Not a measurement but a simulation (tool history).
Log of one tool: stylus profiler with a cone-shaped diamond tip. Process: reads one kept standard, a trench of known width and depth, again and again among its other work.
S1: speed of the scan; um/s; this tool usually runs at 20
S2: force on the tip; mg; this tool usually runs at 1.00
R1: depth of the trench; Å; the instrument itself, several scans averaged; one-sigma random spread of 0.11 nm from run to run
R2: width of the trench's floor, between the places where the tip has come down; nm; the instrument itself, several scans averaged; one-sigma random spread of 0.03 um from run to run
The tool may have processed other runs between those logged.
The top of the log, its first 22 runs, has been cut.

run    hour  S1    S2      R1     R2
 23   820.5  20  2.02  5011.2  24290
 24   859.9  20  1.00  5001.5  24290
      864.2  -- height scale calibrated on a step standard
 25   900.7  40  1.00  4997.2  24090
      936.0  -- height scale calibrated on a step standard, once more
 26   946.9  76  1.87  5031.5  24040
 27   987.6  60  2.96  5040.2  24070
 28  1017.7  28  2.62  5036.7  24140
 29  1053.2  48  0.73  5015.9  23970
 30  1096.5  24  0.38  5011.7  23950
 31  1132.4  40  2.48  5033.4  24000
 32  1161.7   6  1.21  5022.5  24040
 33  1202.5   6  1.21  5019.8  24090
 34  1222.4  42  1.30  5022.1  23910
 35  1253.2  76  1.98  5030.4  23800
 36  1299.4  45  0.60  5013.7  23780
 37  1322.0  18  1.71  5024.9  23940
 38  1344.8  41  1.00  5016.9  23820
 39  1380.2  20  2.12  5027.3  23910
 40  1402.0  71  2.35  5029.1  23680
 41  1445.0  28  0.52  5009.8  23740
 42  1469.5  28  0.52  5009.8  23720
 43  1496.3  75  2.41  5029.1  23680
 44  1518.9  75  2.41  5030.3  23670
 45  1549.8  75  2.41  5027.9  23670
 46  1579.2   7  1.07  5016.4  23840
 47  1611.8  24  0.99  5013.3  23720

Consider 3 possible next runs. They are alternatives, not a sequence: every one starts from the tool as it was left by run 47. What does each give?
  A  1642.3  24  0.99   ?   ?
  B  1642.3  26  2.88   ?   ?
  C  1642.3   9  1.52   ?   ?

run      R1     R2
  A  5012.6  23680
  B  5032.6  23720
  C  5020.0  23730
What these runs would have given with no unlogged condition in the tool:
run      R1     R2
  A  5017.2  25510
  B  5037.2  25550
  C  5024.6  25560
